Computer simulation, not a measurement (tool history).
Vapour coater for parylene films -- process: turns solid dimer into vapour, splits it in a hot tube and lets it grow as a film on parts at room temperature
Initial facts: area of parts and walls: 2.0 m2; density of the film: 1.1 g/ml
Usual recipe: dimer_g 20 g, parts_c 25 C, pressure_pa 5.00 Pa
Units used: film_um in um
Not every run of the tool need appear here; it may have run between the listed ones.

run     day  dimer_g  parts_c  pressure_pa  film_um
  1   0.000       20       25         5.00     4.16
  2   2.104       20       25         5.00     4.12
  3   4.125       20       25         5.00     4.06
      5.042  -- trap's valve overhauled
  4   5.775       20       34         5.00     3.62
  5   7.792       20       34         5.00     3.74
  6   9.158       20       25         5.00     4.25
  7  11.162       20       37         5.00     3.54
  8  12.158       20       25         3.07     4.41
     12.375  -- table's thermometer calibrated
  9  13.458       20       25         3.07     4.39
 10  14.658       14       18         3.07     3.54
 11  15.538       14       29         6.64     2.81
 12  17.617       11       25        10.10     2.22
     18.021  -- table's thermometer calibrated, once more
 13  18.983       11       25        10.10     2.26
 14  20.038       18       22         2.32     4.19

The next listed run, before its measurement:
 15  22.150       19       18         2.41        ?

film_um: 4.81 um
With no hidden state in the tool, this same run would have given film_um 4.97 um.
